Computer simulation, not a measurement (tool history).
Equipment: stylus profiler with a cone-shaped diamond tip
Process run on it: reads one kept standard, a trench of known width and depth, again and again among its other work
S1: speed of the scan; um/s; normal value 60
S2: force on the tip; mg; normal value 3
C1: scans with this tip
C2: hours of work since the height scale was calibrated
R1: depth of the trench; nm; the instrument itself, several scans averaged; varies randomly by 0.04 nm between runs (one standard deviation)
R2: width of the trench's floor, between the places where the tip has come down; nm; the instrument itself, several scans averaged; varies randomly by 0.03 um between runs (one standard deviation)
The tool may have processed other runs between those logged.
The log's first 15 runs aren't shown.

run	day	S1	S2	C1	C2	R1	R2
16	8.033	60	3	1230	105	202.14	97080
17	8.542	60	3	1333	114	202.18	97100
18	8.875	60	3	1401	120	202.01	97080
19	9.429	109	4.61	1513	129	202.81	97090
20	10.058	63	3.31	1640	140	202.32	97080
21	10.533	157	2.25	1737	148	201.74	96870
22	10.958	84	1.93	1823	156	201.57	96990
23	11.446	236	3	1921	164	202.07	96800
24	11.896	236	3	2013	172	202.17	96810
25	12.262	84	3	2086	178	202.06	97010
26	12.796	167	3	2195	187	202.2	96860
27	13.429	167	3	2323	198	202.12	96930
28	14.071	167	3	2453	209	202.1	96860
29	14.458	126	1.88	2532	216	201.57	96940
30	14.812	126	1.88	2603	222	201.54	96930

Run 31 has not been measured yet. What should we expect?
31	15.175	22	4.13	2677	229	?	?

{"run 31": {"R1": 202.61, "R2": 97150}}
Had the tool carried no hidden state, the very same run would have given R1 202.61 nm, R2 97160 nm.
